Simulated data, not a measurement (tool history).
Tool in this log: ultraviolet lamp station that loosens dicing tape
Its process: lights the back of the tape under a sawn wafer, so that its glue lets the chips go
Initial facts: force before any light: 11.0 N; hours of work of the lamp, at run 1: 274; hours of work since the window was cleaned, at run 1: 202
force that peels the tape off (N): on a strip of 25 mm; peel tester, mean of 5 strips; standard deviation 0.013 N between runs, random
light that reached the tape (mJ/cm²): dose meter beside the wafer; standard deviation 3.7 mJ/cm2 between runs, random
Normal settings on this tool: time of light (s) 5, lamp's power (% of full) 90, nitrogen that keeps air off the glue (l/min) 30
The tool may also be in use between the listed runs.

| run | hour | time of light (s) | lamp's power (% of full) | nitrogen that keeps air off the glue (l/min) | hours of work of the lamp | hours of work since the window was cleaned | force that peels the tape off (N) | light that reached the tape (mJ/cm²) |
|---|---|---|---|---|---|---|---|---|
| 1 | 0 | 5 | 90 | 30 | 274 | 202 | 0.793 | 557 |
| 2 | 9.8 | 5 | 90 | 12 | 281 | 209 | 1.388 | 555 |
| 3 | 19.8 | 5 | 90 | 12 | 288 | 216 | 1.419 | 558 |
| 4 | 33.2 | 5 | 90 | 12 | 298 | 226 | 1.417 | 549 |
| 5 | 48 | 5 | 90 | 12 | 309 | 237 | 1.427 | 547 |
| 6 | 60.4 | 5 | 90 | 12 | 318 | 246 | 1.401 | 543 |
| 7 | 68.7 | 5 | 90 | 12 | 324 | 252 | 1.44 | 548 |
| 8 | 75.7 | 4 | 90 | 30 | 330 | 257 | 1.396 | 436 |
| 9 | 83.4 | 4 | 90 | 30 | 335 | 263 | 1.333 | 432 |
| 10 | 98 | 5 | 90 | 30 | 346 | 274 | 0.869 | 543 |
| 11 | 110.8 | 5 | 90 | 30 | 355 | 283 | 0.893 | 537 |
| 12 | 119.7 | 5 | 90 | 30 | 362 | 289 | 0.874 | 539 |
| 13 | 127.4 | 5 | 90 | 30 | 367 | 295 | 0.896 | 536 |
| 14 | 138.4 | 5 | 90 | 30 | 376 | 303 | 0.919 | 537 |
| 15 | 148.3 | 5 | 90 | 30 | 383 | 310 | 0.913 | 528 |
| 16 | 158.9 | 5 | 90 | 30 | 391 | 318 | 0.907 | 525 |
| 17 | 173.3 | 5 | 90 | 30 | 401 | 329 | 0.933 | 527 |
|  | 174.7 | window cleaned of glue's vapour |
| 18 | 183.6 | 9 | 90 | 30 | 408 | 7 | 0.216 | 889 |
| 19 | 195.1 | 5 | 90 | 30 | 417 | 15 | 1.022 | 500 |
| 20 | 206.3 | 5 | 90 | 30 | 425 | 23 | 1.026 | 500 |
| 21 | 212.8 | 5 | 90 | 30 | 430 | 28 | 1.061 | 494 |
|  | 219.8 | window cleaned of glue's vapour, once more |
| 22 | 223.9 | 5 | 90 | 16 | 438 | 3 | 1.154 | 565 |
| 23 | 237.7 | 4 | 82 | 43 | 448 | 13 | 1.35 | 412 |
| 24 | 249.8 | 5 | 90 | 30 | 457 | 22 | 0.785 | 555 |
| 25 | 256.7 | 5 | 90 | 30 | 462 | 27 | 0.795 | 564 |
| 26 | 266.5 | 4 | 90 | 30 | 469 | 34 | 1.316 | 442 |
| 27 | 281 | 5 | 73 | 17 | 480 | 45 | 1.695 | 450 |
| 28 | 288.4 | 5 | 73 | 17 | 485 | 50 | 1.696 | 448 |
| 29 | 296.5 | 5 | 73 | 17 | 491 | 56 | 1.722 | 451 |
| 30 | 304.5 | 2 | 74 | 50 | 497 | 62 | 4.321 | 182 |
| 31 | 314.8 | 9 | 97 | 21 | 504 | 70 | 0.179 | 1053 |
| 32 | 322.6 | 3 | 72 | 10 | 510 | 75 | 4.303 | 264 |
| 33 | 333.5 | 5 | 84 | 13 | 518 | 83 | 1.529 | 516 |
| 34 | 340.9 | 7 | 70 | 35 | 524 | 89 | 0.647 | 593 |
| 35 | 349.1 | 7 | 70 | 35 | 530 | 95 | 0.639 | 587 |
| 36 | 363.6 | 5 | 91 | 26 | 540 | 106 | 0.902 | 538 |
| 37 | 374.3 | 9 | 81 | 28 | 548 | 113 | 0.248 | 868 |
| 38 | 385.2 | 4 | 64 | 41 | 556 | 121 | 2.314 | 304 |
| 39 | 394.2 | 4 | 64 | 41 | 563 | 128 | 2.296 | 304 |
| 40 | 404.8 | 8 | 98 | 10 | 571 | 136 | 0.472 | 942 |
| 41 | 413.3 | 6 | 66 | 32 | 577 | 142 | 1.205 | 462 |
| 42 | 427.9 | 4 | 90 | 29 | 587 | 153 | 1.499 | 427 |
| 43 | 441.2 | 4 | 90 | 29 | 597 | 163 | 1.515 | 418 |

Alternative continuations, all from the tool just after run 43; predict every row:
| A | 451 | 5 | 67 | 48 | 604 | 170 | ? | ? |
| B | 451 | 3 | 93 | 53 | 604 | 170 | ? | ? |
| C | 451 | 4 | 90 | 11 | 604 | 170 | ? | ? |

| run | force that peels the tape off (N) | light that reached the tape (mJ/cm²) |
|---|---|---|
| A | 1.425 | 391 |
| B | 1.926 | 329 |
| C | 2.33 | 418 |
With the hidden condition removed and each run's random variation left untouched, the same runs would have given:
| run | force that peels the tape off (N) | light that reached the tape (mJ/cm²) |
|---|---|---|
| A | 0.985 | 465 |
| B | 1.4 | 390 |
| C | 1.758 | 496 |
